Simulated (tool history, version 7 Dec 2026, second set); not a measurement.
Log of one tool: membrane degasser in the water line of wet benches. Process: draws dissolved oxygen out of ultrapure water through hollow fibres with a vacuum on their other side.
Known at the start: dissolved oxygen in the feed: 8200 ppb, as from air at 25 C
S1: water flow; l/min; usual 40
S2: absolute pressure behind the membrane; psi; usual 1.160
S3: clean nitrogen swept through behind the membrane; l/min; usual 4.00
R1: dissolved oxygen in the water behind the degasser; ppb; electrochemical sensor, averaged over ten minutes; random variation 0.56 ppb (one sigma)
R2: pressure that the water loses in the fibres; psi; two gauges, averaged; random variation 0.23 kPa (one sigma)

| run | hour | S1 | S2 | S3 | R1 | R2 |
|---|---|---|---|---|---|---|
| 1 | 0.0 | 40 | 1.160 | 4.00 | 115.0 | 8.501 |
| 2 | 39.2 | 40 | 1.160 | 4.00 | 115.9 | 8.428 |
| 3 | 73.9 | 40 | 1.160 | 4.00 | 117.7 | 8.444 |
| 4 | 105.5 | 40 | 1.160 | 4.00 | 115.8 | 8.430 |
| 5 | 149.0 | 40 | 1.160 | 4.00 | 115.2 | 8.438 |
| 6 | 175.0 | 40 | 1.160 | 4.00 | 115.6 | 8.441 |
| 7 | 210.0 | 40 | 1.160 | 4.00 | 116.4 | 8.419 |
| 8 | 241.0 | 40 | 1.160 | 4.00 | 116.8 | 8.427 |
| 9 | 272.5 | 40 | 1.160 | 4.00 | 116.6 | 8.430 |
| 10 | 307.2 | 40 | 1.160 | 4.00 | 115.9 | 8.451 |
| 11 | 351.2 | 40 | 1.160 | 3.98 | 116.7 | 8.508 |

The next listed run, before its measurement:
|  | 355.2 | seals of the vacuum lines changed |
| 12 | 378.4 | 45 | 0.773 | 3.09 | ? | ? |

{"run 12": {"R1": 79.3, "R2": 9.513}}
Without the tool's hidden state the same run would have given R1 78.6 ppb, R2 9.510 psi.
